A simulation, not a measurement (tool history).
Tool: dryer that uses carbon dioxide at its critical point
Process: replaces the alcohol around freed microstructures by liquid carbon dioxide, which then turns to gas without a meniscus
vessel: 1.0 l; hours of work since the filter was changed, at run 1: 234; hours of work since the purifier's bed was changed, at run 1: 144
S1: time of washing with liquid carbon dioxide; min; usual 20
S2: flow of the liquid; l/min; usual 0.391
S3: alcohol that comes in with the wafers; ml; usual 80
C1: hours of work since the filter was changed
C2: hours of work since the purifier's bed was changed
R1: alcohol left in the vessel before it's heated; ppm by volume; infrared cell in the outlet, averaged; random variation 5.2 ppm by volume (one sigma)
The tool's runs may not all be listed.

run	hour	S1	S2	S3	C1	C2	R1
1	0	20	0.391	80	234	144	145
2	47.7	20	0.391	80	256	166	152
# hour 91: inlet filter changed
3	91	20	0.391	80	0	186	124
4	147	20	0.391	80	26	211	122
5	194.7	20	0.391	80	48	233	135
6	233.6	20	0.391	80	65	251	143
7	269.7	20	0.391	80	82	268	150
8	331.7	20	0.391	80	110	296	155
9	387.6	20	0.391	80	136	322	150
10	438.5	20	0.391	80	159	345	168
11	498.9	20	0.492	80	187	373	85
12	541.8	20	0.492	80	207	392	85
13	574.4	13	0.391	80	222	407	1191
14	615.1	20	0.376	80	240	426	224
15	671.4	20	0.376	80	266	452	240
# hour 696.2: inlet filter changed
16	713.7	20	0.376	80	8	471	192
17	769	20	0.376	33	33	496	135
18	823.1	20	0.376	33	58	521	146
19	880.7	19	0.391	80	85	547	233
20	908.2	20	0.391	80	97	560	193
21	960.3	20	0.391	80	121	584	186
22	1011	20	0.391	80	144	607	203
23	1041.4	20	0.391	80	158	621	204
24	1068.2	20	0.391	80	171	633	206
25	1121.2	21	0.391	41	195	658	154
26	1168.5	21	0.391	41	217	679	140
27	1216.7	20	0.391	45	239	701	175
28	1277.5	20	0.642	36	267	729	123
# hour 1297.6: inlet filter changed
29	1328	20	0.642	36	14	752	115
30	1379.3	20	0.274	80	37	775	787
31	1430.2	31	0.658	52	61	799	127
32	1481.8	16	0.542	33	84	822	157
33	1534.2	16	0.491	80	108	847	228
34	1576.8	19	0.482	62	128	866	173
35	1612.4	19	0.482	62	144	882	169
36	1650.6	19	0.482	62	162	900	172
37	1708.6	19	0.482	62	188	927	184
38	1741.6	19	0.482	62	204	942	176
39	1777.7	15	0.482	82	220	958	351
40	1812.2	15	0.482	21	236	974	210
41	1856.8	14	0.3	23	256	994	831
# hour 1864.8: purifier's bed changed
42	1898.3	20	0.391	24	274	15	42
# hour 1903: inlet filter changed
43	1951.9	20	0.391	24	22	39	29
44	1995.7	20	0.391	24	43	60	47
45	2025.5	20	0.548	67	56	73	23
46	2058.9	18	0.391	80	71	89	204
47	2090.1	18	0.391	80	86	103	218

Some steps in R1 between neighbouring runs. How much of each would the tool show without its hidden state too (settings, what came in, random variation), and how much is left for the hidden state, with any gauge scatter that isn't in both results?
The hidden state here: flow that reaches the vessel past the clogged filter, %; alcohol in the recycled carbon dioxide, ppm; drift of the gauge itself on alcohol_ppm, %.
Run 12 -> 13: S1 20 -> 13, S2 0.492 -> 0.391. R1 +1106 ppm by volume: hidden state +206, all else +900.
Run 13 -> 14: S1 13 -> 20, S2 0.391 -> 0.376. R1 -967 ppm by volume: hidden state -164, all else -803.
Run 41 -> 42: S1 14 -> 20, S2 0.3 -> 0.391, S3 23 -> 24, purifier's bed changed. R1 -789 ppm by volume: hidden state -256, all else -533.

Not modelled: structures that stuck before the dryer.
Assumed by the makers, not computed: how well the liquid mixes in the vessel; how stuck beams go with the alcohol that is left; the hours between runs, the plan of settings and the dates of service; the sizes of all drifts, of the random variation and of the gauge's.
